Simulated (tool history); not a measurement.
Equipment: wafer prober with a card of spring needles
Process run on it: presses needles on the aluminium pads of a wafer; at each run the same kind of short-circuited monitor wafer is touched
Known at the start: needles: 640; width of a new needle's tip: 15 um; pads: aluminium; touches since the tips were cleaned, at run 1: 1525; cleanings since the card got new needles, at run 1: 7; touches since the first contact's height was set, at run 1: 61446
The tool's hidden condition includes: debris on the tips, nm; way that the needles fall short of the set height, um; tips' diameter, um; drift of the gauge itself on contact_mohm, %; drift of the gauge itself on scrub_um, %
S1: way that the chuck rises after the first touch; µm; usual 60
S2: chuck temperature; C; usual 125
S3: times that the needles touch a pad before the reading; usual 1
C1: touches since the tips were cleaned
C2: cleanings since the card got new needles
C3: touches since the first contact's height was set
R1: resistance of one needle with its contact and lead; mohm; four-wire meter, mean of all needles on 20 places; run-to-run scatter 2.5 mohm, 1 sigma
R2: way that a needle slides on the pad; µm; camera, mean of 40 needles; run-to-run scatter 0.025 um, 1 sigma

{"run": 1, "hour": 0.0, "S1": 60, "S2": 125, "S3": 1, "C1": 1525, "C2": 7, "C3": 61446, "R1": 284, "R2": 8.3}
{"run": 2, "hour": 11.0, "S1": 60, "S2": 125, "S3": 1, "C1": 6666, "C2": 7, "C3": 66587, "R1": 288, "R2": 8.31}
{"hour": 12.7, "done": "tips cleaned on abrasive film"}
{"run": 3, "hour": 20.2, "S1": 60, "S2": 125, "S3": 1, "C1": 3498, "C2": 8, "C3": 70836, "R1": 281, "R2": 8.28}
{"hour": 28.6, "done": "tips cleaned on abrasive film"}
{"run": 4, "hour": 31.4, "S1": 60, "S2": 125, "S3": 1, "C1": 1299, "C2": 9, "C3": 76025, "R1": 282, "R2": 8.35}
{"hour": 44.2, "done": "tips cleaned on abrasive film"}
{"run": 5, "hour": 45.4, "S1": 42, "S2": 125, "S3": 1, "C1": 553, "C2": 10, "C3": 82528, "R1": 294, "R2": 5.86}
{"run": 6, "hour": 52.5, "S1": 42, "S2": 125, "S3": 1, "C1": 3867, "C2": 10, "C3": 85842, "R1": 291, "R2": 5.81}
{"hour": 59.9, "done": "tips cleaned on abrasive film"}
{"run": 7, "hour": 62.7, "S1": 42, "S2": 125, "S3": 1, "C1": 1333, "C2": 11, "C3": 90566, "R1": 292, "R2": 5.84}
{"run": 8, "hour": 69.1, "S1": 42, "S2": 125, "S3": 1, "C1": 4299, "C2": 11, "C3": 93532, "R1": 293, "R2": 5.83}
{"hour": 75.7, "done": "tips cleaned on abrasive film"}
{"run": 9, "hour": 81.5, "S1": 42, "S2": 125, "S3": 1, "C1": 2686, "C2": 12, "C3": 99289, "R1": 293, "R2": 5.84}
{"hour": 91.4, "done": "tips cleaned on abrasive film"}
{"run": 10, "hour": 94.9, "S1": 42, "S2": 125, "S3": 1, "C1": 1622, "C2": 13, "C3": 105512, "R1": 294, "R2": 5.84}
{"run": 11, "hour": 103.6, "S1": 60, "S2": 125, "S3": 1, "C1": 5685, "C2": 13, "C3": 109575, "R1": 284, "R2": 8.36}
{"hour": 107.1, "done": "tips cleaned on abrasive film"}
{"run": 12, "hour": 110.5, "S1": 60, "S2": 125, "S3": 1, "C1": 1574, "C2": 14, "C3": 112767, "R1": 287, "R2": 8.44}
{"run": 13, "hour": 119.9, "S1": 53, "S2": 125, "S3": 1, "C1": 5963, "C2": 14, "C3": 117156, "R1": 289, "R2": 7.42}
{"hour": 123.3, "done": "tips cleaned on abrasive film"}
{"run": 14, "hour": 129.4, "S1": 53, "S2": 125, "S3": 1, "C1": 2836, "C2": 15, "C3": 121537, "R1": 285, "R2": 7.45}
{"hour": 139.9, "done": "tips cleaned on abrasive film"}
{"hour": 141.3, "done": "gauge calibrated"}
{"run": 15, "hour": 141.3, "S1": 53, "S2": 125, "S3": 1, "C1": 671, "C2": 16, "C3": 127086, "R1": 289, "R2": 7.31}
{"run": 16, "hour": 152.5, "S1": 60, "S2": 125, "S3": 1, "C1": 5895, "C2": 16, "C3": 132310, "R1": 287, "R2": 8.25}
{"hour": 155.7, "done": "tips cleaned on abrasive film"}
{"run": 17, "hour": 164.9, "S1": 60, "S2": 125, "S3": 1, "C1": 4304, "C2": 17, "C3": 138033, "R1": 284, "R2": 8.31}
{"hour": 171.6, "done": "tips cleaned on abrasive film"}
{"run": 18, "hour": 177.2, "S1": 60, "S2": 98, "S3": 1, "C1": 2625, "C2": 18, "C3": 143753, "R1": 278, "R2": 8.32}
{"hour": 187.5, "done": "tips cleaned on abrasive film"}
{"run": 19, "hour": 190.1, "S1": 60, "S2": 98, "S3": 1, "C1": 1221, "C2": 19, "C3": 149715, "R1": 278, "R2": 8.32}
{"hour": 203.1, "done": "tips cleaned on abrasive film"}
{"run": 20, "hour": 203.1, "S1": 66, "S2": 94, "S3": 3, "C1": 0, "C2": 20, "C3": 155761, "R1": 277, "R2": 9.16}
{"run": 21, "hour": 212.7, "S1": 60, "S2": 85, "S3": 1, "C1": 4493, "C2": 20, "C3": 160254, "R1": 279, "R2": 8.39}
{"hour": 219.2, "done": "tips cleaned on abrasive film"}
{"run": 22, "hour": 221.5, "S1": 42, "S2": 50, "S3": 2, "C1": 1070, "C2": 21, "C3": 164292, "R1": 269, "R2": 5.85}
{"hour": 233.6, "done": "height of the first contact set anew"}
{"hour": 235.3, "done": "tips cleaned on abrasive film"}
{"run": 23, "hour": 235.4, "S1": 52, "S2": 106, "S3": 3, "C1": 33, "C2": 22, "C3": 787, "R1": 284, "R2": 7.26}
{"run": 24, "hour": 243.7, "S1": 60, "S2": 52, "S3": 1, "C1": 3910, "C2": 22, "C3": 4664, "R1": 266, "R2": 8.39}
{"hour": 251.2, "done": "tips cleaned on abrasive film"}
{"run": 25, "hour": 255.1, "S1": 60, "S2": 52, "S3": 1, "C1": 1846, "C2": 23, "C3": 9975, "R1": 266, "R2": 8.39}
{"run": 26, "hour": 266.4, "S1": 61, "S2": 63, "S3": 1, "C1": 7098, "C2": 23, "C3": 15227, "R1": 270, "R2": 8.54}
{"hour": 267.4, "done": "tips cleaned on abrasive film"}
{"run": 27, "hour": 275.8, "S1": 72, "S2": 53, "S3": 3, "C1": 3902, "C2": 24, "C3": 19565, "R1": 265, "R2": 10.09}
{"run": 28, "hour": 282.7, "S1": 72, "S2": 53, "S3": 3, "C1": 7129, "C2": 24, "C3": 22792, "R1": 268, "R2": 10.11}
{"hour": 284.0, "done": "tips cleaned on abrasive film"}
{"run": 29, "hour": 297.0, "S1": 53, "S2": 28, "S3": 1, "C1": 6069, "C2": 25, "C3": 29442, "R1": 262, "R2": 7.47}
{"hour": 300.0, "done": "tips cleaned on abrasive film"}
{"run": 30, "hour": 307.9, "S1": 53, "S2": 39, "S3": 1, "C1": 3705, "C2": 26, "C3": 34515, "R1": 266, "R2": 7.46}
{"hour": 315.6, "done": "tips cleaned on abrasive film"}
{"run": 31, "hour": 317.4, "S1": 53, "S2": 39, "S3": 1, "C1": 838, "C2": 27, "C3": 38874, "R1": 265, "R2": 7.48}
{"hour": 331.7, "done": "tips cleaned on abrasive film"}
{"run": 32, "hour": 332.1, "S1": 49, "S2": 33, "S3": 1, "C1": 198, "C2": 28, "C3": 45716, "R1": 261, "R2": 6.94}
{"hour": 347.4, "done": "tips cleaned on abrasive film"}
{"run": 33, "hour": 347.4, "S1": 45, "S2": 63, "S3": 2, "C1": 0, "C2": 29, "C3": 52795, "R1": 276, "R2": 6.38}
{"run": 34, "hour": 355.3, "S1": 41, "S2": 28, "S3": 1, "C1": 3708, "C2": 29, "C3": 56503, "R1": 265, "R2": 5.83}
{"run": 35, "hour": 361.7, "S1": 71, "S2": 95, "S3": 1, "C1": 6724, "C2": 29, "C3": 59519, "R1": 277, "R2": 10.08}

3 options for the next run, each taken on its own from the tool as it stands now. Forecast them:
{"hour": 362.9, "done": "tips cleaned on abrasive film"}
{"run": "A", "hour": 373.2, "S1": 53, "S2": 48, "S3": 3, "C1": 4831, "C2": 30, "C3": 64849, "R1": "?", "R2": "?"}
{"hour": 362.9, "done": "tips cleaned on abrasive film"}
{"run": "B", "hour": 373.2, "S1": 53, "S2": 95, "S3": 1, "C1": 4831, "C2": 30, "C3": 64849, "R1": "?", "R2": "?"}
{"hour": 362.9, "done": "tips cleaned on abrasive film"}
{"run": "C", "hour": 373.2, "S1": 49, "S2": 57, "S3": 1, "C1": 4831, "C2": 30, "C3": 64849, "R1": "?", "R2": "?"}

run=A R1=266 R2=7.50
run=B R1=279 R2=7.53
run=C R1=270 R2=6.93
With no hidden state in the tool, these same runs would have given:
run=A R1=265 R2=7.28
run=B R1=279 R2=7.31
run=C R1=269 R2=6.73
